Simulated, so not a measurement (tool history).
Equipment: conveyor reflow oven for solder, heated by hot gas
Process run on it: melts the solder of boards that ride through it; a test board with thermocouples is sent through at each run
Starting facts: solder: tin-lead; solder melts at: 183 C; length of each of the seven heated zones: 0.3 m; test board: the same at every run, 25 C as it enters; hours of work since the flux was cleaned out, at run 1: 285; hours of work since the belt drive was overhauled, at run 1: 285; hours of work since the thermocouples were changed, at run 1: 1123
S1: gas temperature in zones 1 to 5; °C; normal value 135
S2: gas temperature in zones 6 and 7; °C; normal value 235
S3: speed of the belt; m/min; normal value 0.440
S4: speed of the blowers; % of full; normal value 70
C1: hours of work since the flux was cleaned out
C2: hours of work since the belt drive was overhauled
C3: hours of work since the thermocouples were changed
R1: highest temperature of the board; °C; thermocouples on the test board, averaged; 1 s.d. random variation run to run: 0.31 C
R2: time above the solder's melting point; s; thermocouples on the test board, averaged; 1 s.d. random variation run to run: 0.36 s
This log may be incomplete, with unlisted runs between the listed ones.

{"run": 1, "hour": 0.0, "S1": 135, "S2": 235, "S3": 0.44, "S4": 70, "C1": 285, "C2": 285, "C3": 1123, "R1": 212.7, "R2": 55.5}
{"run": 2, "hour": 76.1, "S1": 135, "S2": 235, "S3": 0.44, "S4": 70, "C1": 316, "C2": 316, "C3": 1154, "R1": 213.0, "R2": 55.1}
{"run": 3, "hour": 138.2, "S1": 135, "S2": 235, "S3": 0.44, "S4": 70, "C1": 341, "C2": 341, "C3": 1179, "R1": 212.6, "R2": 54.7}
{"run": 4, "hour": 173.5, "S1": 135, "S2": 235, "S3": 0.44, "S4": 70, "C1": 355, "C2": 355, "C3": 1193, "R1": 212.4, "R2": 54.2}
{"run": 5, "hour": 209.3, "S1": 135, "S2": 235, "S3": 0.44, "S4": 70, "C1": 369, "C2": 369, "C3": 1207, "R1": 212.0, "R2": 54.1}
{"run": 6, "hour": 252.6, "S1": 135, "S2": 235, "S3": 0.44, "S4": 70, "C1": 387, "C2": 387, "C3": 1224, "R1": 212.0, "R2": 53.8}
{"run": 7, "hour": 287.4, "S1": 135, "S2": 235, "S3": 0.44, "S4": 70, "C1": 401, "C2": 401, "C3": 1238, "R1": 211.7, "R2": 53.8}
{"run": 8, "hour": 322.5, "S1": 135, "S2": 235, "S3": 0.44, "S4": 70, "C1": 415, "C2": 415, "C3": 1252, "R1": 211.9, "R2": 53.2}
{"run": 9, "hour": 387.5, "S1": 135, "S2": 228, "S3": 0.44, "S4": 70, "C1": 441, "C2": 441, "C3": 1279, "R1": 205.9, "R2": 47.2}
{"hour": 399.5, "done": "flux residue cleaned out of gas plates and filters"}
{"run": 10, "hour": 425.7, "S1": 134, "S2": 250, "S3": 0.496, "S4": 70, "C1": 11, "C2": 454, "C3": 1292, "R1": 223.7, "R2": 56.0}
{"run": 11, "hour": 470.9, "S1": 143, "S2": 247, "S3": 0.455, "S4": 85, "C1": 29, "C2": 472, "C3": 1310, "R1": 229.9, "R2": 69.7}
{"run": 12, "hour": 537.4, "S1": 131, "S2": 247, "S3": 0.526, "S4": 71, "C1": 55, "C2": 499, "C3": 1337, "R1": 217.3, "R2": 47.4}
{"run": 13, "hour": 577.7, "S1": 134, "S2": 246, "S3": 0.506, "S4": 64, "C1": 71, "C2": 515, "C3": 1353, "R1": 217.0, "R2": 50.2}
{"run": 14, "hour": 616.2, "S1": 134, "S2": 238, "S3": 0.506, "S4": 64, "C1": 87, "C2": 531, "C3": 1368, "R1": 210.3, "R2": 44.0}
{"run": 15, "hour": 676.9, "S1": 135, "S2": 230, "S3": 0.4, "S4": 70, "C1": 111, "C2": 555, "C3": 1393, "R1": 214.7, "R2": 64.3}
{"run": 16, "hour": 723.9, "S1": 135, "S2": 230, "S3": 0.4, "S4": 70, "C1": 130, "C2": 574, "C3": 1411, "R1": 214.3, "R2": 64.7}
{"run": 17, "hour": 789.7, "S1": 135, "S2": 230, "S3": 0.391, "S4": 70, "C1": 157, "C2": 600, "C3": 1438, "R1": 215.8, "R2": 65.8}

Pick out some run-to-run changes in R1. Of each, how much would a tool without hidden state show as well, from the settings, what came in and chance, and how much is left for the hidden state and any gauge scatter not in both results compared?
The hidden state here: heat that the gas passes to the board, % of a clean oven's; belt's true speed, % of the reading; true gas temperature in zones 6 and 7 over the reading, C; drift of the gauge itself on peak_c, C; drift of the gauge itself on liquid_s, %.
Run 9 -> 10: S1 135 -> 134, S2 228 -> 250, S3 0.440 -> 0.496, flux residue cleaned out of gas plates and filters. R1 +17.8 °C: hidden state +4.6, all else +13.2.
